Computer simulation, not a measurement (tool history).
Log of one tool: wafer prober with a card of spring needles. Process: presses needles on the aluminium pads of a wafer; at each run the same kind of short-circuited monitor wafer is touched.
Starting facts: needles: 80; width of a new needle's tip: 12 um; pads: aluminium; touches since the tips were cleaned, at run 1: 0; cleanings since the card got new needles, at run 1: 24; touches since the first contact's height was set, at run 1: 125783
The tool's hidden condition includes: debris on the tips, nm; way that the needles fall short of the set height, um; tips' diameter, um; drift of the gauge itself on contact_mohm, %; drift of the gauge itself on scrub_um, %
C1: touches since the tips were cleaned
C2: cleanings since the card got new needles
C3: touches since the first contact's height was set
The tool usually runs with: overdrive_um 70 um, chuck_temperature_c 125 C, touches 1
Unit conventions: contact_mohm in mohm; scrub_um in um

{"run": 1, "hour": 0.0, "overdrive_um": 70, "chuck_temperature_c": 125, "touches": 1, "C1": 0, "C2": 24, "C3": 125783, "contact_mohm": 188, "scrub_um": 11.96}
{"run": 2, "hour": 15.2, "overdrive_um": 70, "chuck_temperature_c": 38, "touches": 1, "C1": 3344, "C2": 24, "C3": 129127, "contact_mohm": 170, "scrub_um": 11.95}
{"hour": 21.2, "done": "tips cleaned on abrasive film"}
{"run": 3, "hour": 38.3, "overdrive_um": 70, "chuck_temperature_c": 38, "touches": 1, "C1": 3763, "C2": 25, "C3": 134198, "contact_mohm": 170, "scrub_um": 11.96}
{"hour": 41.8, "done": "tips cleaned on abrasive film"}
{"run": 4, "hour": 49.3, "overdrive_um": 70, "chuck_temperature_c": 125, "touches": 1, "C1": 1650, "C2": 26, "C3": 136599, "contact_mohm": 188, "scrub_um": 11.93}
{"hour": 62.1, "done": "tips cleaned on abrasive film"}
{"run": 5, "hour": 68.7, "overdrive_um": 70, "chuck_temperature_c": 125, "touches": 1, "C1": 1441, "C2": 27, "C3": 140855, "contact_mohm": 189, "scrub_um": 11.93}
{"hour": 83.4, "done": "tips cleaned on abrasive film"}
{"run": 6, "hour": 87.9, "overdrive_um": 87, "chuck_temperature_c": 125, "touches": 1, "C1": 991, "C2": 28, "C3": 145057, "contact_mohm": 187, "scrub_um": 14.81}
{"run": 7, "hour": 101.0, "overdrive_um": 70, "chuck_temperature_c": 125, "touches": 1, "C1": 3891, "C2": 28, "C3": 147957, "contact_mohm": 190, "scrub_um": 11.92}
{"hour": 104.3, "done": "tips cleaned on abrasive film"}
{"run": 8, "hour": 117.0, "overdrive_um": 70, "chuck_temperature_c": 91, "touches": 1, "C1": 2798, "C2": 29, "C3": 151459, "contact_mohm": 185, "scrub_um": 11.85}
{"hour": 125.9, "done": "tips cleaned on abrasive film"}
{"run": 9, "hour": 132.2, "overdrive_um": 70, "chuck_temperature_c": 91, "touches": 1, "C1": 1386, "C2": 30, "C3": 154790, "contact_mohm": 179, "scrub_um": 11.86}
{"run": 10, "hour": 142.3, "overdrive_um": 70, "chuck_temperature_c": 125, "touches": 2, "C1": 3610, "C2": 30, "C3": 157014, "contact_mohm": 188, "scrub_um": 11.83}
{"hour": 147.8, "done": "tips cleaned on abrasive film"}
{"run": 11, "hour": 160.9, "overdrive_um": 87, "chuck_temperature_c": 125, "touches": 2, "C1": 2879, "C2": 31, "C3": 161091, "contact_mohm": 185, "scrub_um": 14.71}
{"hour": 168.7, "done": "tips cleaned on abrasive film"}
{"run": 12, "hour": 171.5, "overdrive_um": 87, "chuck_temperature_c": 125, "touches": 2, "C1": 613, "C2": 32, "C3": 163402, "contact_mohm": 187, "scrub_um": 14.71}
{"run": 13, "hour": 187.8, "overdrive_um": 87, "chuck_temperature_c": 125, "touches": 2, "C1": 4211, "C2": 32, "C3": 167000, "contact_mohm": 186, "scrub_um": 14.68}
{"hour": 190.4, "done": "tips cleaned on abrasive film"}
{"run": 14, "hour": 207.0, "overdrive_um": 70, "chuck_temperature_c": 60, "touches": 1, "C1": 3675, "C2": 33, "C3": 171213, "contact_mohm": 177, "scrub_um": 11.8}
{"hour": 210.8, "done": "tips cleaned on abrasive film"}
{"run": 15, "hour": 229.8, "overdrive_um": 70, "chuck_temperature_c": 60, "touches": 1, "C1": 4170, "C2": 34, "C3": 176201, "contact_mohm": 172, "scrub_um": 11.75}
{"hour": 231.1, "done": "tips cleaned on abrasive film"}
{"run": 16, "hour": 242.4, "overdrive_um": 70, "chuck_temperature_c": 60, "touches": 1, "C1": 2485, "C2": 35, "C3": 178957, "contact_mohm": 174, "scrub_um": 11.76}
{"hour": 253.0, "done": "tips cleaned on abrasive film"}
{"run": 17, "hour": 266.2, "overdrive_um": 70, "chuck_temperature_c": 125, "touches": 2, "C1": 2897, "C2": 36, "C3": 184175, "contact_mohm": 189, "scrub_um": 11.74}
{"hour": 273.6, "done": "tips cleaned on abrasive film"}
{"run": 18, "hour": 288.1, "overdrive_um": 88, "chuck_temperature_c": 35, "touches": 2, "C1": 3202, "C2": 37, "C3": 188991, "contact_mohm": 168, "scrub_um": 14.77}
{"hour": 294.3, "done": "tips cleaned on abrasive film"}
{"run": 19, "hour": 301.8, "overdrive_um": 52, "chuck_temperature_c": 35, "touches": 2, "C1": 1652, "C2": 38, "C3": 191992, "contact_mohm": 173, "scrub_um": 8.72}
{"hour": 316.7, "done": "tips cleaned on abrasive film"}
{"run": 20, "hour": 318.2, "overdrive_um": 52, "chuck_temperature_c": 35, "touches": 2, "C1": 346, "C2": 39, "C3": 195587, "contact_mohm": 172, "scrub_um": 8.69}
{"run": 21, "hour": 330.9, "overdrive_um": 79, "chuck_temperature_c": 50, "touches": 2, "C1": 3129, "C2": 39, "C3": 198370, "contact_mohm": 174, "scrub_um": 13.21}
{"hour": 337.3, "done": "tips cleaned on abrasive film"}
{"hour": 340.8, "done": "gauge calibrated"}
{"run": 22, "hour": 340.8, "overdrive_um": 61, "chuck_temperature_c": 28, "touches": 1, "C1": 771, "C2": 40, "C3": 200533, "contact_mohm": 172, "scrub_um": 10.45}
{"hour": 358.0, "done": "tips cleaned on abrasive film"}
{"run": 23, "hour": 358.7, "overdrive_um": 61, "chuck_temperature_c": 28, "touches": 1, "C1": 166, "C2": 41, "C3": 204469, "contact_mohm": 168, "scrub_um": 10.42}
{"run": 24, "hour": 373.6, "overdrive_um": 57, "chuck_temperature_c": 28, "touches": 1, "C1": 3447, "C2": 41, "C3": 207750, "contact_mohm": 171, "scrub_um": 9.72}
{"hour": 378.7, "done": "tips cleaned on abrasive film"}
{"run": 25, "hour": 396.2, "overdrive_um": 63, "chuck_temperature_c": 79, "touches": 2, "C1": 3851, "C2": 42, "C3": 212695, "contact_mohm": 182, "scrub_um": 10.73}
{"hour": 400.2, "done": "tips cleaned on abrasive film"}
{"hour": 408.6, "done": "height of the first contact set anew"}
{"run": 26, "hour": 415.3, "overdrive_um": 63, "chuck_temperature_c": 70, "touches": 2, "C1": 3270, "C2": 43, "C3": 1486, "contact_mohm": 178, "scrub_um": 10.73}
{"hour": 421.9, "done": "tips cleaned on abrasive film"}
{"run": 27, "hour": 434.6, "overdrive_um": 75, "chuck_temperature_c": 70, "touches": 2, "C1": 2815, "C2": 44, "C3": 5726, "contact_mohm": 177, "scrub_um": 12.77}
{"hour": 442.9, "done": "tips cleaned on abrasive film"}
{"run": 28, "hour": 449.9, "overdrive_um": 51, "chuck_temperature_c": 32, "touches": 1, "C1": 1547, "C2": 45, "C3": 9064, "contact_mohm": 176, "scrub_um": 8.67}
{"hour": 463.3, "done": "tips cleaned on abrasive film"}
{"run": 29, "hour": 467.6, "overdrive_um": 51, "chuck_temperature_c": 32, "touches": 1, "C1": 948, "C2": 46, "C3": 12942, "contact_mohm": 175, "scrub_um": 8.66}
{"hour": 484.0, "done": "tips cleaned on abrasive film"}
{"run": 30, "hour": 484.0, "overdrive_um": 51, "chuck_temperature_c": 32, "touches": 1, "C1": 0, "C2": 47, "C3": 16542, "contact_mohm": 172, "scrub_um": 8.62}
{"hour": 504.3, "done": "tips cleaned on abrasive film"}
{"run": 31, "hour": 505.0, "overdrive_um": 51, "chuck_temperature_c": 32, "touches": 1, "C1": 142, "C2": 48, "C3": 21136, "contact_mohm": 172, "scrub_um": 8.63}
{"run": 32, "hour": 516.0, "overdrive_um": 53, "chuck_temperature_c": 44, "touches": 2, "C1": 2571, "C2": 48, "C3": 23565, "contact_mohm": 175, "scrub_um": 8.98}
{"hour": 525.4, "done": "tips cleaned on abrasive film"}
{"run": 33, "hour": 525.9, "overdrive_um": 81, "chuck_temperature_c": 64, "touches": 1, "C1": 107, "C2": 49, "C3": 25735, "contact_mohm": 172, "scrub_um": 13.67}

A few steps of scrub_um between consecutive runs. Split each: what settings, incoming material and random variation would produce without the hidden state, and what is left over for the hidden state, along with gauge scatter present in only one of the two compared results (measured, and without hidden state):
Run 18 -> 19: overdrive_um 88 -> 52, tips cleaned on abrasive film. scrub_um -6.05 um: hidden state +0.12, all else -6.17.
Run 20 -> 21: overdrive_um 52 -> 79, chuck_temperature_c 35 -> 50. scrub_um +4.52 um: hidden state -0.11, all else +4.63.
Run 21 -> 22: overdrive_um 79 -> 61, chuck_temperature_c 50 -> 28, touches 2 -> 1, tips cleaned on abrasive film, gauge calibrated. scrub_um -2.76 um: hidden state +0.31, all else -3.07.
Run 32 -> 33: overdrive_um 53 -> 81, chuck_temperature_c 44 -> 64, touches 2 -> 1, tips cleaned on abrasive film. scrub_um +4.69 um: hidden state -0.07, all else +4.76.
